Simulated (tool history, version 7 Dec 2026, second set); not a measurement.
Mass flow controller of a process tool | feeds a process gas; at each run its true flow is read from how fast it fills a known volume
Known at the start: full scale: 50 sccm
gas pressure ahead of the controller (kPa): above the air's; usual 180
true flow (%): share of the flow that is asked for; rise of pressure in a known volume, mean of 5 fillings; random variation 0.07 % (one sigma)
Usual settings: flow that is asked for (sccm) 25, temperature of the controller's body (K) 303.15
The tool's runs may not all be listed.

| run | hour | flow that is asked for (sccm) | gas pressure ahead of the controller (kPa) | temperature of the controller's body (K) | true flow (%) |
|---|---|---|---|---|---|
| 1 | 0 | 25 | 180 | 303.15 | 98.15 |
| 2 | 40.8 | 25 | 180 | 303.15 | 98.07 |
| 3 | 102.7 | 25 | 180 | 303.15 | 98.12 |
| 4 | 159.9 | 25 | 180 | 303.15 | 97.94 |
| 5 | 200.7 | 25 | 180 | 312.15 | 97.59 |
| 6 | 269.9 | 25 | 180 | 303.15 | 97.92 |
| 7 | 310.1 | 25 | 180 | 303.15 | 97.84 |
| 8 | 370.3 | 25 | 180 | 303.15 | 97.9 |
| 9 | 418.2 | 25 | 180 | 303.15 | 97.81 |
| 10 | 482.4 | 25 | 180 | 303.15 | 97.73 |
| 11 | 555 | 25 | 180 | 303.15 | 97.86 |
| 12 | 615.9 | 25 | 174 | 303.15 | 97.8 |
| 13 | 670.3 | 25 | 174 | 303.15 | 97.75 |
| 14 | 739.6 | 25 | 180 | 303.15 | 97.76 |
| 15 | 800.5 | 25 | 180 | 309.15 | 97.38 |
| 16 | 875.1 | 6 | 180 | 309.15 | 95.63 |
| 17 | 931.8 | 6 | 180 | 309.15 | 95.73 |
| 18 | 1011.2 | 25 | 180 | 303.15 | 97.54 |
| 19 | 1085.6 | 25 | 180 | 303.15 | 97.56 |
| 20 | 1138 | 25 | 180 | 303.15 | 97.55 |
| 21 | 1218.5 | 25 | 180 | 297.15 | 97.62 |
| 22 | 1261.1 | 25 | 180 | 297.15 | 97.66 |
| 23 | 1331.3 | 25 | 180 | 303.15 | 97.47 |
| 24 | 1398.2 | 25 | 180 | 303.15 | 97.41 |
| 25 | 1445.7 | 13 | 180 | 297.15 | 96.65 |
| 26 | 1535.5 | 13 | 180 | 297.15 | 96.59 |
| 27 | 1579.6 | 13 | 180 | 297.15 | 96.6 |
| 28 | 1671.1 | 5 | 200 | 297.15 | 95.2 |
| 29 | 1711.1 | 42 | 254 | 303.15 | 98.22 |
| 30 | 1785.6 | 42 | 254 | 303.15 | 98.14 |
| 31 | 1848.9 | 42 | 254 | 303.15 | 97.9 |
| 32 | 1918.9 | 36 | 163 | 297.15 | 98.05 |
| 33 | 1985.5 | 10 | 151 | 303.15 | 95.76 |
| 34 | 2052.7 | 44 | 271 | 303.15 | 98.04 |
| 35 | 2110.1 | 12 | 180 | 300.15 | 96.11 |
| 36 | 2200.4 | 12 | 180 | 300.15 | 95.98 |
| 37 | 2277.4 | 17 | 180 | 295.15 | 96.66 |
| 38 | 2321 | 25 | 180 | 311.15 | 96.62 |
| 39 | 2362 | 25 | 254 | 295.15 | 97.23 |
| 40 | 2444.3 | 7 | 149 | 294.15 | 95.46 |
| 41 | 2500.8 | 7 | 149 | 294.15 | 95.22 |
| 42 | 2590.7 | 7 | 149 | 294.15 | 95.23 |
| 43 | 2666.9 | 5 | 196 | 299.15 | 94.19 |
| 44 | 2715.2 | 10 | 190 | 296.15 | 95.52 |
| 45 | 2789.2 | 25 | 218 | 303.15 | 96.49 |
| 46 | 2879.2 | 45 | 185 | 300.15 | 98.05 |
| 47 | 2919.3 | 12 | 190 | 300.15 | 95.56 |

Some steps in true flow (%) between neighbouring runs. How much of each would the tool show without its hidden state too (settings, what came in, random variation), and how much is left for the hidden state, with any gauge scatter that isn't in both results?
The hidden state here: flow at rest that the sensor doesn't see, % of full scale; true flow over the shown one, %; drift of the gauge itself on true_pct, %.
Run 28 -> 29: flow that is asked for (sccm) 5 -> 42, gas pressure ahead of the controller (kPa) 200 -> 254, temperature of the controller's body (K) 297.15 -> 303.15. true flow (%) +3.02: hidden state +1.29, all else +1.73.
Run 32 -> 33: flow that is asked for (sccm) 36 -> 10, gas pressure ahead of the controller (kPa) 163 -> 151, temperature of the controller's body (K) 297.15 -> 303.15. true flow (%) -2.29: hidden state -0.62, all else -1.67.
Run 39 -> 40: flow that is asked for (sccm) 25 -> 7, gas pressure ahead of the controller (kPa) 254 -> 149, temperature of the controller's body (K) 295.15 -> 294.15. true flow (%) -1.77: hidden state -1.01, all else -0.76.
Run 43 -> 44: flow that is asked for (sccm) 5 -> 10, gas pressure ahead of the controller (kPa) 196 -> 190, temperature of the controller's body (K) 299.15 -> 296.15. true flow (%) +1.33: hidden state +0.98, all else +0.35.
Run 46 -> 47: flow that is asked for (sccm) 45 -> 12, gas pressure ahead of the controller (kPa) 185 -> 190. true flow (%) -2.49: hidden state -0.67, all else -1.82.

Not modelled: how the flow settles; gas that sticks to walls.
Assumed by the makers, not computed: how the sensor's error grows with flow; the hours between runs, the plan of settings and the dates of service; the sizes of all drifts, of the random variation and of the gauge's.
